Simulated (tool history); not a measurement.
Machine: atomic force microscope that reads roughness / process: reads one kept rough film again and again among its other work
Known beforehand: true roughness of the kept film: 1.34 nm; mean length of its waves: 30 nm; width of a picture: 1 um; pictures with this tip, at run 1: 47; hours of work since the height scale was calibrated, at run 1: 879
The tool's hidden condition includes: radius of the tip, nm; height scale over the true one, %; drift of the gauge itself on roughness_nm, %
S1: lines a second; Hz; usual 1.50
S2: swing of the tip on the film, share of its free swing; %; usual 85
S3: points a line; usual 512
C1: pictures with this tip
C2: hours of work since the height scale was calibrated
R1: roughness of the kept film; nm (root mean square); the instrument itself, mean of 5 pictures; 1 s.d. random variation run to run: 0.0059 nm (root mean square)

run	hour	S1	S2	S3	C1	C2	R1
1	0.0	1.50	85	512	47	879	1.084
2	36.8	1.50	85	512	120	901	1.092
3	68.8	1.50	85	512	184	920	1.102
4	90.7	1.50	85	512	227	933	1.088
# hour 108.8: new tip fitted
5	112.9	1.03	85	512	8	946	1.143
6	150.5	1.50	85	452	83	968	1.094
7	173.5	1.50	85	512	129	982	1.090
8	209.8	1.50	85	512	201	1003	1.085
# hour 240.8: new tip fitted
9	249.3	1.50	85	512	17	1027	1.092
10	281.0	1.50	85	512	80	1046	1.086
11	305.9	1.50	82	512	130	1060	1.101
12	333.6	1.50	82	512	185	1077	1.115
13	367.2	1.38	85	512	252	1097	1.108
# hour 373.4: new tip fitted
14	394.1	1.50	85	512	42	1113	1.088
15	426.1	1.50	61	512	105	1132	1.218
16	448.3	1.12	85	512	150	1145	1.131
17	477.9	1.12	85	512	209	1163	1.132
18	500.8	1.12	85	512	254	1176	1.136
# hour 505.3: new tip fitted
19	519.0	1.12	85	512	27	1187	1.129
20	556.0	1.50	70	753	101	1209	1.196
21	595.5	1.50	70	753	180	1233	1.183
22	631.0	1.50	70	753	251	1254	1.184
# hour 638.1: new tip fitted
23	673.7	1.50	70	753	71	1279	1.187
24	706.2	1.06	72	334	135	1298	1.195
25	734.8	1.12	64	943	192	1315	1.231
26	762.1	1.50	74	849	247	1332	1.162
# hour 770.2: new tip fitted
27	781.0	1.50	59	512	21	1343	1.227
28	807.0	1.50	59	512	73	1358	1.229
29	834.1	1.50	71	417	127	1374	1.186
30	858.5	0.79	56	880	176	1389	1.258
# hour 901.5: new tip fitted
31	901.9	1.50	60	264	1	1414	1.209
# hour 909.2: height scale calibrated on a step standard
32	938.9	1.50	85	966	73	18	1.096
33	970.8	3.06	88	435	136	37	0.906
34	999.6	1.70	88	428	194	54	1.035
35	1031.9	1.90	88	602	258	73	1.023
# hour 1034.8: new tip fitted
36	1058.0	0.90	60	512	46	88	1.253

Hidden state at the last listed run before each entry between runs and at the first one after, where it differs:
In the gap between runs 4 and 5: new tip fitted (hour 108.8)
  radius of the tip, nm: 7.7 -> 7.1
  what was measured, less what the result would be without the hidden state, R1: -0.005 -> -0.001 nm (root mean square)
In the gap between runs 8 and 9: new tip fitted (hour 240.8)
  radius of the tip, nm: 7.6 -> 7.1
  what was measured, less what the result would be without the hidden state, R1: -0.004 -> -0.001 nm (root mean square)
In the gap between runs 13 and 14: new tip fitted (hour 373.4)
  radius of the tip, nm: 7.7 -> 7.1
  what was measured, less what the result would be without the hidden state, R1: -0.005 -> -0.002 nm (root mean square)
In the gap between runs 18 and 19: new tip fitted (hour 505.3)
  radius of the tip, nm: 7.7 -> 7.1
  what was measured, less what the result would be without the hidden state, R1: -0.006 -> -0.001 nm (root mean square)
In the gap between runs 22 and 23: new tip fitted (hour 638.1)
  radius of the tip, nm: 7.8 -> 7.2
  what was measured, less what the result would be without the hidden state, R1: -0.006 -> -0.002 nm (root mean square)
In the gap between runs 26 and 27: new tip fitted (hour 770.2)
  radius of the tip, nm: 7.7 -> 7.1
  what was measured, less what the result would be without the hidden state, R1: -0.005 -> -0.001 nm (root mean square)
In the gap between runs 30 and 31: new tip fitted (hour 901.5)
  radius of the tip, nm: 7.5 -> 7
  what was measured, less what the result would be without the hidden state, R1: -0.005 -> -0.002 nm (root mean square)
In the gap between runs 31 and 32: height scale calibrated on a step standard (hour 909.2)
  radius of the tip, nm: 7 -> 7.2; height scale over the true one, %: -0.09 -> 0
  what was measured, less what the result would be without the hidden state, R1: -0.002 -> -0.001 nm (root mean square)
In the gap between runs 35 and 36: new tip fitted (hour 1034.8)
  radius of the tip, nm: 7.8 -> 7.2
  what was measured, less what the result would be without the hidden state, R1: -0.004 -> -0.001 nm (root mean square)
